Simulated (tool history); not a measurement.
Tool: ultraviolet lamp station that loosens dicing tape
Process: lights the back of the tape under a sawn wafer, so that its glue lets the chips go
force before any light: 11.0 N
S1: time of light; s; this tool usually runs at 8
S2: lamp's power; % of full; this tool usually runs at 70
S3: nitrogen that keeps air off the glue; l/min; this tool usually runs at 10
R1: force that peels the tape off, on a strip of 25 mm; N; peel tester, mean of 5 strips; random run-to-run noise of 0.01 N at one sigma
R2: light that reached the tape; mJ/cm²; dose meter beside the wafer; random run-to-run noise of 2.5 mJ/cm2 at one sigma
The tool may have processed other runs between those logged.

run   hour  S1   S2  S3     R1   R2
  1      0   8   70  10  0.706  231
  2     29   8   70  10  0.767  227
  3   41.6   8   70  10  0.775  224
  4   70.8   8   70  14  0.678  221
  5   95.3   8   70  14  0.681  221
  6  120.4   8   70  14  0.701  221
  7  140.9   8   70  14  0.722  219
  8    153   9   70  10  0.664  240
  9  176.1   8   70   6  1.154  216
 10    198   8   70  10    0.9  211
 11  213.3   8   70  10   0.91  212
 12  236.2   8   70  10  0.918  206
 13  250.4   8   70  10  0.941  206
 14  262.9   8   70  10  0.951  203
     271.3  -- window cleaned of glue's vapour
 15  279.1   8   70  10  0.813  218
 16  304.9   8   70  10  0.895  213
 17  321.5   8   70   5  1.306  213
 18  339.4   8   70   5  1.283  210
 19  367.7   8   70  10  0.963  207
 20  392.7   8   70   6  1.279  206
 21  418.1   6   70   9  1.836  150
 22    438   6   70   9   1.83  148
 23  460.2   6   98   8  1.078  198
 24  472.7   8   86  19  0.517  238
 25  492.9   7   76  11  1.162  181
 26  518.4  12   67  18  0.412  270
 27  534.3   9   87   4  0.938  265
 28  550.8   7   88   4  1.572  204
 29    565   5   84   9  2.018  136
 30  578.3   8   77   8  1.093  200
 31  591.6   8  100   3  1.119  260
 32  609.6   8  100   3  1.133  255
 33  632.8   8  100   3  1.158  255
 34  652.5   5  100  11  1.508  155
 35  670.5   7   61  11   2.01  134
 36  694.7   7   61  11  2.156  132
 37  707.5   7   61  11  2.135  130
 38  724.1   7   81  14  1.226  175
 39  746.5   4   94  18    2.4  108
 40  761.6   6   70  17  2.076  119

Here are 5 independent what-if runs from the current tool condition. What would each one return?
  A  776.3   8  70  15   ?   ?
  B  776.3  10  77   4   ?   ?
  C  776.3   6  88  11   ?   ?
  D  776.3   6  69   8   ?   ?
  E  776.3   8  70   9   ?   ?

run     R1   R2
  A  1.306  163
  B  1.233  226
  C  1.629  155
  D  2.649  121
  E  1.545  164
The same runs, with their run-to-run variation unchanged, on a tool lacking any hidden condition would have given:
run     R1   R2
  A  0.382  289
  B  0.364  398
  C  0.499  274
  D  0.979  215
  E  0.475  290

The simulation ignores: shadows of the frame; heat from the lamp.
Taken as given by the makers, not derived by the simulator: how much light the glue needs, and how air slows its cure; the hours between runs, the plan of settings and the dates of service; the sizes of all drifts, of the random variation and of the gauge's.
